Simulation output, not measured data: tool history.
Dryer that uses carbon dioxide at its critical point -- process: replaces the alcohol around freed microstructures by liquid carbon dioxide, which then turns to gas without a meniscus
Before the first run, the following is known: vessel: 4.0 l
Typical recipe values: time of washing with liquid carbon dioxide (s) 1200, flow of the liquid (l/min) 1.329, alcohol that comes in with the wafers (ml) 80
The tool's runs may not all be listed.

run,day,time of washing with liquid carbon dioxide (s),flow of the liquid (l/min),alcohol that comes in with the wafers (ml),alcohol left in the vessel before it's heated (ppm by volume)
1,0.000,1200,1.329,80,174
2,0.354,1200,1.329,26,61
3,0.779,1200,1.329,26,75
4,1.175,1200,1.329,26,67
5,1.642,960,1.329,80,456
6,1.850,1200,1.329,47,122
7,2.262,1200,1.329,47,119
8,2.488,1200,1.329,47,125
9,2.992,1200,1.020,47,338
10,3.275,1200,1.329,80,202
11,3.492,1560,2.100,22,15
12,3.983,1200,1.950,31,20
13,4.267,1260,1.540,90,81
14,4.729,780,1.640,32,202
15,5.092,780,0.860,114,4067
16,5.392,780,0.860,114,4059
17,5.850,1140,2.040,23,18
18,6.258,780,1.000,67,1726
19,6.562,780,1.000,67,1716
20,7.021,1560,1.690,70,27

Each row is a separate what-if for the run after 20, all from the same tool condition, not one after another. Results?
A,7.338,1560,0.950,29,?
B,7.338,1380,1.690,73,?
C,7.338,1200,1.329,46,?
D,7.338,1860,0.900,25,?
E,7.338,840,1.010,70,?

run,alcohol left in the vessel before it's heated (ppm by volume)
A,116
B,39
C,132
D,65
E,1503
Take away the tool's hidden state, keep each run's random variation, and the runs would have read:
run,alcohol left in the vessel before it's heated (ppm by volume)
A,89
B,24
C,99
D,46
E,1326
